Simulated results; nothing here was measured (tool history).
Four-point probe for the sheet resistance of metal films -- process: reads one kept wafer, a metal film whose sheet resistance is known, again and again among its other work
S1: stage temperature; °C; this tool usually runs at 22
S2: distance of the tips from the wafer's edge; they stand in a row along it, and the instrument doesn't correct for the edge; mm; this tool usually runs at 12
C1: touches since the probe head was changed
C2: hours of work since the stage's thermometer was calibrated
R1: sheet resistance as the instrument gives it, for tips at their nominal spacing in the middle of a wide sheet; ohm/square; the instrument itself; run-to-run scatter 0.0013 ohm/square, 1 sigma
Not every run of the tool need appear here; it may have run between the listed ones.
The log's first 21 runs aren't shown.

run,hour,S1,S2,C1,C2,R1
22,1300.8,22,4,24835,906,6.440266
23,1381.3,22,4,27923,948,6.440301
24,1458.1,22,4,30868,988,6.439315
25,1519.1,29,33,33208,1020,6.394983
26,1569.1,31,21,35125,1046,6.406375
27,1660.4,26,39,38625,1093,6.376901
28,1741.8,33,28,41745,1136,6.416443
29,1827.6,30,12,45037,1180,6.406458

What does the tool deliver on the next run?
30,1893.5,32,7,47565,1215,?

R1: 6.435518 ohm/square
On a tool with no hidden condition, and with the same random variation, this run would have come out at R1 6.463218 ohm/square.
